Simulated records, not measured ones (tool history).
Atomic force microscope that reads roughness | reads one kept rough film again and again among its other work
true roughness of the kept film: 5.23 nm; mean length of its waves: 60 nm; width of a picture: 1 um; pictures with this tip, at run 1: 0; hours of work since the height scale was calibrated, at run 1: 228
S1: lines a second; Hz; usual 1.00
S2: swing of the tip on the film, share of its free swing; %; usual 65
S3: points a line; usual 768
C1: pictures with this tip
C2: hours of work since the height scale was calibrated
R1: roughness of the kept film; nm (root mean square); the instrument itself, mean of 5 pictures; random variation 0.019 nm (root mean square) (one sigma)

run    day    S1  S2   S3  C1   C2     R1
  1  0.000  1.00  65  768   0  228  4.740
  2  0.342  1.00  65  768  15  233  4.720
  3  0.571  1.00  65  768  25  237  4.677
  4  0.933  1.00  65  768  41  244  4.607
  5  1.192  3.31  65  768  52  248  4.199
  6  1.454  3.31  65  768  63  253  4.171
  7  1.621  2.41  65  768  70  255  4.304
  8  1.892  2.41  65  768  82  260  4.240
  9  2.117  2.41  82  768  92  264  3.716
 10  2.283  1.00  86  698  99  267  4.115

Forecast each of these 3 alternatives for the next run:
  A  2.471  1.00  86  380  107  270   ?
  B  2.471  0.72  86  698  107  270   ?
  C  2.471  0.60  88  352  107  270   ?

run     R1
  A  4.100
  B  4.260
  C  4.269
Without the tool's hidden state the same runs would have given:
run     R1
  A  4.347
  B  4.516
  C  4.526
